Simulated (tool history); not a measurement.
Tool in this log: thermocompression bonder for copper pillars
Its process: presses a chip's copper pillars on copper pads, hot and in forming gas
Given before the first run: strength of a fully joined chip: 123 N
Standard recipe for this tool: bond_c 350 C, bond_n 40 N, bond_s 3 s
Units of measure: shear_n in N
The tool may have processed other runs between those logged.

{"run": 1, "hour": 0.0, "bond_c": 350, "bond_n": 40, "bond_s": 3, "shear_n": 82.2}
{"run": 2, "hour": 37.4, "bond_c": 350, "bond_n": 40, "bond_s": 3, "shear_n": 83.0}
{"run": 3, "hour": 63.8, "bond_c": 350, "bond_n": 40, "bond_s": 3, "shear_n": 81.5}
{"run": 4, "hour": 88.2, "bond_c": 350, "bond_n": 40, "bond_s": 4, "shear_n": 88.2}
{"hour": 124.6, "done": "forming gas filter changed"}
{"run": 5, "hour": 124.6, "bond_c": 350, "bond_n": 25, "bond_s": 3, "shear_n": 54.5}
{"run": 6, "hour": 149.6, "bond_c": 350, "bond_n": 25, "bond_s": 3, "shear_n": 54.6}
{"run": 7, "hour": 170.7, "bond_c": 331, "bond_n": 25, "bond_s": 3, "shear_n": 43.6}
{"run": 8, "hour": 199.4, "bond_c": 350, "bond_n": 40, "bond_s": 3, "shear_n": 82.5}
{"run": 9, "hour": 235.9, "bond_c": 350, "bond_n": 40, "bond_s": 3, "shear_n": 82.7}
{"hour": 250.8, "done": "heater calibrated with a thermocouple chip"}
{"run": 10, "hour": 275.6, "bond_c": 350, "bond_n": 40, "bond_s": 3, "shear_n": 83.6}
{"run": 11, "hour": 312.0, "bond_c": 346, "bond_n": 47, "bond_s": 3, "shear_n": 91.2}
{"run": 12, "hour": 350.0, "bond_c": 324, "bond_n": 36, "bond_s": 3, "shear_n": 61.0}
{"run": 13, "hour": 369.2, "bond_c": 321, "bond_n": 34, "bond_s": 5, "shear_n": 64.7}
{"run": 14, "hour": 389.6, "bond_c": 341, "bond_n": 27, "bond_s": 3, "shear_n": 51.9}
{"hour": 408.3, "done": "forming gas filter changed"}
{"run": 15, "hour": 409.0, "bond_c": 341, "bond_n": 25, "bond_s": 3, "shear_n": 47.2}
{"run": 16, "hour": 434.0, "bond_c": 350, "bond_n": 40, "bond_s": 3, "shear_n": 82.3}
{"run": 17, "hour": 454.5, "bond_c": 358, "bond_n": 29, "bond_s": 3, "shear_n": 67.4}
{"run": 18, "hour": 479.6, "bond_c": 358, "bond_n": 29, "bond_s": 3, "shear_n": 66.0}

Branching from run 18: 3 alternative next runs. What would each branch give?
{"run": "A", "hour": 503.2, "bond_c": 322, "bond_n": 37, "bond_s": 3, "shear_n": "?"}
{"run": "B", "hour": 503.2, "bond_c": 325, "bond_n": 36, "bond_s": 3, "shear_n": "?"}
{"run": "C", "hour": 503.2, "bond_c": 377, "bond_n": 24, "bond_s": 3, "shear_n": "?"}

run=A shear_n=60.0
run=B shear_n=61.1
run=C shear_n=65.5
Without the tool's unlogged condition, the same runs would have read:
run=A shear_n=60.1
run=B shear_n=61.2
run=C shear_n=65.6
